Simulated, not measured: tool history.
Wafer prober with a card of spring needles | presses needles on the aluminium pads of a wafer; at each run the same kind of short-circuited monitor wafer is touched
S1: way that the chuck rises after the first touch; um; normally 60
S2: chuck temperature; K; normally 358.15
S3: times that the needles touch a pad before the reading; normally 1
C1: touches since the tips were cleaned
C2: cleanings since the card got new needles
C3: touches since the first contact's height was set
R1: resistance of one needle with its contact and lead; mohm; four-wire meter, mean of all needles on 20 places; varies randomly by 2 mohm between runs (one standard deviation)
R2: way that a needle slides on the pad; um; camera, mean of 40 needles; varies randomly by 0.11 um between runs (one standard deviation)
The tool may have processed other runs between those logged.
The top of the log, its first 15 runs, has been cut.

{"day": 5.05, "done": "tips cleaned on abrasive film"}
{"run": 16, "day": 5.083, "S1": 43, "S2": 358.15, "S3": 2, "C1": 287, "C2": 42, "C3": 112216, "R1": 223, "R2": 8.81}
{"day": 5.375, "done": "tips cleaned on abrasive film"}
{"run": 17, "day": 5.433, "S1": 50, "S2": 358.15, "S3": 1, "C1": 481, "C2": 43, "C3": 115061, "R1": 225, "R2": 10.09}
{"run": 18, "day": 5.638, "S1": 60, "S2": 326.15, "S3": 1, "C1": 2182, "C2": 43, "C3": 116762, "R1": 215, "R2": 12.09}
{"day": 5.675, "done": "tips cleaned on abrasive film"}
{"day": 5.988, "done": "tips cleaned on abrasive film"}
{"run": 19, "day": 5.988, "S1": 60, "S2": 326.15, "S3": 1, "C1": 0, "C2": 45, "C3": 119618, "R1": 214, "R2": 12.08}
{"day": 6.3, "done": "tips cleaned on abrasive film"}
{"run": 20, "day": 6.379, "S1": 72, "S2": 299.15, "S3": 1, "C1": 677, "C2": 46, "C3": 122836, "R1": 209, "R2": 14.33}
{"day": 6.604, "done": "tips cleaned on abrasive film"}
{"run": 21, "day": 6.604, "S1": 60, "S2": 358.15, "S3": 1, "C1": 0, "C2": 47, "C3": 124684, "R1": 223, "R2": 12.17}
{"run": 22, "day": 6.892, "S1": 44, "S2": 358.15, "S3": 1, "C1": 2381, "C2": 47, "C3": 127065, "R1": 228, "R2": 9.02}
{"day": 6.929, "done": "tips cleaned on abrasive film"}
{"run": 23, "day": 7.146, "S1": 60, "S2": 336.15, "S3": 1, "C1": 1810, "C2": 48, "C3": 129143, "R1": 214, "R2": 11.98}
{"day": 7.254, "done": "tips cleaned on abrasive film"}
{"day": 7.558, "done": "tips cleaned on abrasive film"}
{"run": 24, "day": 7.575, "S1": 79, "S2": 358.15, "S3": 2, "C1": 136, "C2": 50, "C3": 132627, "R1": 219, "R2": 15.93}
{"day": 7.879, "done": "tips cleaned on abrasive film"}
{"run": 25, "day": 7.946, "S1": 50, "S2": 385.15, "S3": 2, "C1": 568, "C2": 51, "C3": 135687, "R1": 232, "R2": 9.92}
{"day": 8.204, "done": "tips cleaned on abrasive film"}
{"run": 26, "day": 8.312, "S1": 50, "S2": 385.15, "S3": 2, "C1": 882, "C2": 52, "C3": 138681, "R1": 233, "R2": 10.1}
{"day": 8.525, "done": "tips cleaned on abrasive film"}
{"run": 27, "day": 8.571, "S1": 60, "S2": 346.15, "S3": 1, "C1": 375, "C2": 53, "C3": 140795, "R1": 219, "R2": 12.13}
{"day": 8.829, "done": "tips cleaned on abrasive film"}
{"run": 28, "day": 8.917, "S1": 60, "S2": 357.15, "S3": 3, "C1": 732, "C2": 54, "C3": 143653, "R1": 221, "R2": 12.01}
{"day": 9.142, "done": "tips cleaned on abrasive film"}
{"run": 29, "day": 9.304, "S1": 60, "S2": 357.15, "S3": 3, "C1": 1350, "C2": 55, "C3": 146823, "R1": 224, "R2": 12.05}
{"day": 9.462, "done": "tips cleaned on abrasive film"}
{"run": 30, "day": 9.738, "S1": 60, "S2": 357.15, "S3": 3, "C1": 2278, "C2": 56, "C3": 150408, "R1": 225, "R2": 12.14}
{"day": 9.775, "done": "tips cleaned on abrasive film"}
{"day": 10.117, "done": "tips cleaned on abrasive film"}
{"run": 31, "day": 10.142, "S1": 47, "S2": 357.15, "S3": 3, "C1": 191, "C2": 58, "C3": 153679, "R1": 223, "R2": 9.4}
{"run": 32, "day": 10.338, "S1": 47, "S2": 357.15, "S3": 3, "C1": 1823, "C2": 58, "C3": 155311, "R1": 227, "R2": 9.47}
{"day": 10.421, "done": "tips cleaned on abrasive film"}
{"run": 33, "day": 10.654, "S1": 78, "S2": 358.15, "S3": 1, "C1": 1942, "C2": 59, "C3": 157922, "R1": 216, "R2": 15.72}

Predict each of these 3 candidate next runs independently; none follows another, all start after run 33:
{"day": 10.738, "done": "tips cleaned on abrasive film"}
{"day": 11.046, "done": "tips cleaned on abrasive film"}
{"run": "A", "day": 11.046, "S1": 75, "S2": 363.15, "S3": 1, "C1": 0, "C2": 61, "C3": 161112, "R1": "?", "R2": "?"}
{"day": 10.738, "done": "tips cleaned on abrasive film"}
{"day": 11.046, "done": "tips cleaned on abrasive film"}
{"run": "B", "day": 11.046, "S1": 60, "S2": 314.15, "S3": 1, "C1": 0, "C2": 61, "C3": 161112, "R1": "?", "R2": "?"}
{"day": 10.738, "done": "tips cleaned on abrasive film"}
{"day": 11.046, "done": "tips cleaned on abrasive film"}
{"run": "C", "day": 11.046, "S1": 45, "S2": 360.15, "S3": 1, "C1": 0, "C2": 61, "C3": 161112, "R1": "?", "R2": "?"}

run=A R1=221 R2=15.07
run=B R1=213 R2=12.11
run=C R1=226 R2=9.1
Stripped of hidden state, with their random variation kept, the same runs would have yielded:
run=A R1=221 R2=15.1
run=B R1=213 R2=12.15
run=C R1=226 R2=9.13
